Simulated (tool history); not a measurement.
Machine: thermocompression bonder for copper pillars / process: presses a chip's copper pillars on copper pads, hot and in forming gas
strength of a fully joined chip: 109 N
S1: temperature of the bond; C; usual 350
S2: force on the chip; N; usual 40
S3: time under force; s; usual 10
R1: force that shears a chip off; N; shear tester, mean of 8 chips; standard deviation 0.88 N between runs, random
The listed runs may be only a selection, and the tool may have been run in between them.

run	hour	S1	S2	S3	R1
1	0	350	40	10	71
2	79.7	377	40	10	79.1
3	114.8	377	40	10	79.9
4	159.3	350	40	10	66.6
# hour 175.2: forming gas filter changed
5	235.6	350	40	10	69
6	302.7	350	40	10	66.8
7	342	365	40	10	72.8
# hour 362: forming gas filter changed
8	424.6	365	40	10	74
9	490.7	350	40	10	64.8
# hour 546.9: forming gas filter changed
10	553.3	350	40	10	69.1
11	630.5	342	40	10	62.4
12	674.2	342	40	10	63.6
# hour 730.5: forming gas filter changed
13	745.1	350	25	10	48.1
14	828	350	25	10	47
15	889.5	351	40	5	52.2
# hour 896.4: force cell calibrated
# hour 919.2: forming gas filter changed
16	946.2	325	43	10	56.8
17	982.1	325	43	10	56.6
18	1054.7	369	43	17	83.5
# hour 1083.8: heater calibrated with a thermocouple chip
# hour 1106.5: forming gas filter changed
19	1111.5	369	43	17	88.8
# hour 1176.5: force cell calibrated, once more
20	1192.8	358	58	25	98.7
21	1269.3	322	34	10	50.5
# hour 1291.4: forming gas filter changed
22	1328.5	350	34	14	69.2
23	1411.5	350	34	14	68.7
24	1471.1	356	40	10	69.3
# hour 1476.6: forming gas filter changed
25	1544.6	350	38	10	66.2
26	1590.6	350	38	10	67
27	1644.4	340	40	16	71.4

Predict each of these 5 candidate next runs independently; none follows another, all start after run 27:
# hour 1663.8: forming gas filter changed
A	1703.1	367	40	30	?
# hour 1663.8: forming gas filter changed
B	1703.1	340	53	16	?
# hour 1663.8: forming gas filter changed
C	1703.1	350	33	16	?
# hour 1663.8: forming gas filter changed
D	1703.1	340	53	16	?
# hour 1663.8: forming gas filter changed
E	1703.1	337	40	16	?

run	R1
A	91.3
B	83.4
C	70
D	84.3
E	71.3
Take away the tool's hidden state, keep each run's random variation, and the runs would have read:
run	R1
A	94.1
B	86.9
C	73.7
D	88
E	75.2
